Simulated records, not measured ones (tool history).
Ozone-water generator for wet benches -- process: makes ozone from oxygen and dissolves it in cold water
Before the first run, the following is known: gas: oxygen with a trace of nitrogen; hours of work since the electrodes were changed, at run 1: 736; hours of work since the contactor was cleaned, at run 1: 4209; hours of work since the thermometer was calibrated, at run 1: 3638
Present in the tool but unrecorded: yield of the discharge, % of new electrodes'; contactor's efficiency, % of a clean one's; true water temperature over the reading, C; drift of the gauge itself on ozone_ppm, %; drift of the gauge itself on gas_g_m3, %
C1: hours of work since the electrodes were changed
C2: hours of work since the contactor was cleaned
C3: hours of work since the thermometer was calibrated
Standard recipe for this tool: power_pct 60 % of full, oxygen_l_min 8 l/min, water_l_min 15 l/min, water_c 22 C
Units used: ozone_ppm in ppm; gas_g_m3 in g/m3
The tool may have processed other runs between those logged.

{"run": 1, "hour": 0.0, "power_pct": 60, "oxygen_l_min": 8, "water_l_min": 15, "water_c": 22, "C1": 736, "C2": 4209, "C3": 3638, "ozone_ppm": 31.7, "gas_g_m3": 210.3}
{"run": 2, "hour": 32.6, "power_pct": 60, "oxygen_l_min": 8, "water_l_min": 15, "water_c": 28, "C1": 769, "C2": 4241, "C3": 3670, "ozone_ppm": 27.8, "gas_g_m3": 213.1}
{"run": 3, "hour": 54.3, "power_pct": 60, "oxygen_l_min": 8, "water_l_min": 15, "water_c": 22, "C1": 790, "C2": 4263, "C3": 3692, "ozone_ppm": 32.2, "gas_g_m3": 211.6}
{"run": 4, "hour": 77.0, "power_pct": 60, "oxygen_l_min": 8, "water_l_min": 9, "water_c": 22, "C1": 813, "C2": 4286, "C3": 3715, "ozone_ppm": 39.7, "gas_g_m3": 213.5}
{"run": 5, "hour": 97.5, "power_pct": 60, "oxygen_l_min": 8, "water_l_min": 9, "water_c": 22, "C1": 833, "C2": 4306, "C3": 3735, "ozone_ppm": 39.6, "gas_g_m3": 210.8}
{"run": 6, "hour": 124.7, "power_pct": 60, "oxygen_l_min": 8, "water_l_min": 9, "water_c": 22, "C1": 860, "C2": 4333, "C3": 3762, "ozone_ppm": 39.8, "gas_g_m3": 214.1}
{"run": 7, "hour": 158.7, "power_pct": 60, "oxygen_l_min": 8, "water_l_min": 9, "water_c": 22, "C1": 894, "C2": 4367, "C3": 3796, "ozone_ppm": 39.3, "gas_g_m3": 212.1}
{"run": 8, "hour": 179.6, "power_pct": 60, "oxygen_l_min": 8, "water_l_min": 15, "water_c": 23, "C1": 915, "C2": 4388, "C3": 3817, "ozone_ppm": 31.5, "gas_g_m3": 212.1}
{"run": 9, "hour": 198.4, "power_pct": 60, "oxygen_l_min": 8, "water_l_min": 15, "water_c": 22, "C1": 934, "C2": 4407, "C3": 3836, "ozone_ppm": 32.2, "gas_g_m3": 213.3}
{"run": 10, "hour": 231.6, "power_pct": 60, "oxygen_l_min": 8, "water_l_min": 15, "water_c": 22, "C1": 967, "C2": 4440, "C3": 3869, "ozone_ppm": 31.9, "gas_g_m3": 211.3}
{"run": 11, "hour": 255.9, "power_pct": 60, "oxygen_l_min": 8, "water_l_min": 15, "water_c": 22, "C1": 991, "C2": 4464, "C3": 3893, "ozone_ppm": 32.1, "gas_g_m3": 211.6}
{"run": 12, "hour": 283.7, "power_pct": 60, "oxygen_l_min": 8, "water_l_min": 15, "water_c": 22, "C1": 1019, "C2": 4492, "C3": 3921, "ozone_ppm": 31.9, "gas_g_m3": 211.6}
{"run": 13, "hour": 308.5, "power_pct": 60, "oxygen_l_min": 8, "water_l_min": 15, "water_c": 22, "C1": 1044, "C2": 4516, "C3": 3945, "ozone_ppm": 32.1, "gas_g_m3": 211}
{"run": 14, "hour": 328.4, "power_pct": 60, "oxygen_l_min": 8, "water_l_min": 15, "water_c": 22, "C1": 1064, "C2": 4536, "C3": 3965, "ozone_ppm": 31.8, "gas_g_m3": 211.4}
{"run": 15, "hour": 359.4, "power_pct": 60, "oxygen_l_min": 8, "water_l_min": 15, "water_c": 22, "C1": 1094, "C2": 4567, "C3": 3996, "ozone_ppm": 31.7, "gas_g_m3": 211.5}
{"run": 16, "hour": 383.6, "power_pct": 60, "oxygen_l_min": 8, "water_l_min": 15, "water_c": 22, "C1": 1119, "C2": 4591, "C3": 4020, "ozone_ppm": 32.2, "gas_g_m3": 211.1}
{"run": 17, "hour": 407.5, "power_pct": 60, "oxygen_l_min": 8, "water_l_min": 15, "water_c": 22, "C1": 1142, "C2": 4615, "C3": 4044, "ozone_ppm": 31.8, "gas_g_m3": 211.9}
{"run": 18, "hour": 433.2, "power_pct": 60, "oxygen_l_min": 6.75, "water_l_min": 15, "water_c": 24, "C1": 1168, "C2": 4641, "C3": 4070, "ozone_ppm": 30.9, "gas_g_m3": 220.4}
{"hour": 435.9, "done": "water thermometer calibrated"}
{"run": 19, "hour": 454.8, "power_pct": 46, "oxygen_l_min": 11.86, "water_l_min": 15, "water_c": 25, "C1": 1189, "C2": 4662, "C3": 19, "ozone_ppm": 24.4, "gas_g_m3": 157}
{"run": 20, "hour": 469.2, "power_pct": 52, "oxygen_l_min": 8, "water_l_min": 19, "water_c": 24, "C1": 1203, "C2": 4676, "C3": 33, "ozone_ppm": 24.5, "gas_g_m3": 193.6}
{"run": 21, "hour": 485.5, "power_pct": 82, "oxygen_l_min": 4.18, "water_l_min": 23, "water_c": 20, "C1": 1220, "C2": 4692, "C3": 49, "ozone_ppm": 28.1, "gas_g_m3": 318.6}
{"run": 22, "hour": 511.8, "power_pct": 82, "oxygen_l_min": 4.18, "water_l_min": 23, "water_c": 20, "C1": 1246, "C2": 4718, "C3": 76, "ozone_ppm": 27.8, "gas_g_m3": 319.2}
{"run": 23, "hour": 531.7, "power_pct": 42, "oxygen_l_min": 4.18, "water_l_min": 23, "water_c": 17, "C1": 1266, "C2": 4738, "C3": 95, "ozone_ppm": 18.4, "gas_g_m3": 205.1}
{"run": 24, "hour": 548.7, "power_pct": 55, "oxygen_l_min": 13.58, "water_l_min": 15, "water_c": 22, "C1": 1283, "C2": 4755, "C3": 112, "ozone_ppm": 29.6, "gas_g_m3": 168.1}
{"run": 25, "hour": 570.8, "power_pct": 95, "oxygen_l_min": 8, "water_l_min": 18, "water_c": 22, "C1": 1305, "C2": 4777, "C3": 134, "ozone_ppm": 39.6, "gas_g_m3": 287.3}
{"run": 26, "hour": 604.9, "power_pct": 81, "oxygen_l_min": 8, "water_l_min": 11, "water_c": 28, "C1": 1339, "C2": 4811, "C3": 168, "ozone_ppm": 38.1, "gas_g_m3": 258.8}
{"run": 27, "hour": 637.6, "power_pct": 44, "oxygen_l_min": 8, "water_l_min": 15, "water_c": 22, "C1": 1371, "C2": 4844, "C3": 201, "ozone_ppm": 26, "gas_g_m3": 173.3}
{"hour": 644.2, "done": "water thermometer calibrated, once more"}
{"run": 28, "hour": 662.0, "power_pct": 60, "oxygen_l_min": 13.4, "water_l_min": 15, "water_c": 19, "C1": 1395, "C2": 4868, "C3": 18, "ozone_ppm": 33.9, "gas_g_m3": 179.8}
{"run": 29, "hour": 685.0, "power_pct": 60, "oxygen_l_min": 12.95, "water_l_min": 15, "water_c": 22, "C1": 1418, "C2": 4891, "C3": 41, "ozone_ppm": 31.7, "gas_g_m3": 179.8}
{"run": 30, "hour": 719.9, "power_pct": 66, "oxygen_l_min": 5.27, "water_l_min": 15, "water_c": 18, "C1": 1453, "C2": 4925, "C3": 76, "ozone_ppm": 34.6, "gas_g_m3": 256.2}
{"run": 31, "hour": 740.1, "power_pct": 66, "oxygen_l_min": 5.27, "water_l_min": 15, "water_c": 18, "C1": 1473, "C2": 4946, "C3": 96, "ozone_ppm": 34.8, "gas_g_m3": 257.8}
{"run": 32, "hour": 761.7, "power_pct": 66, "oxygen_l_min": 5.27, "water_l_min": 15, "water_c": 18, "C1": 1495, "C2": 4967, "C3": 117, "ozone_ppm": 35.6, "gas_g_m3": 254.5}

Consider 3 possible next runs. They are alternatives, not a sequence: every one starts from the tool as it was left by run 32. What does each give?
{"run": "A", "hour": 776.5, "power_pct": 66, "oxygen_l_min": 10.4, "water_l_min": 15, "water_c": 18, "C1": 1509, "C2": 4982, "C3": 132, "ozone_ppm": "?", "gas_g_m3": "?"}
{"run": "B", "hour": 776.5, "power_pct": 60, "oxygen_l_min": 13.28, "water_l_min": 15, "water_c": 20, "C1": 1509, "C2": 4982, "C3": 132, "ozone_ppm": "?", "gas_g_m3": "?"}
{"run": "C", "hour": 776.5, "power_pct": 60, "oxygen_l_min": 8.86, "water_l_min": 14, "water_c": 16, "C1": 1509, "C2": 4982, "C3": 132, "ozone_ppm": "?", "gas_g_m3": "?"}

run=A ozone_ppm=37.4 gas_g_m3=206.1
run=B ozone_ppm=32.8 gas_g_m3=180.3
run=C ozone_ppm=37.2 gas_g_m3=203.7
Without the tool's unlogged condition, the same runs would have read:
run=A ozone_ppm=40 gas_g_m3=212.3
run=B ozone_ppm=35.1 gas_g_m3=185.4
run=C ozone_ppm=39.8 gas_g_m3=209.5
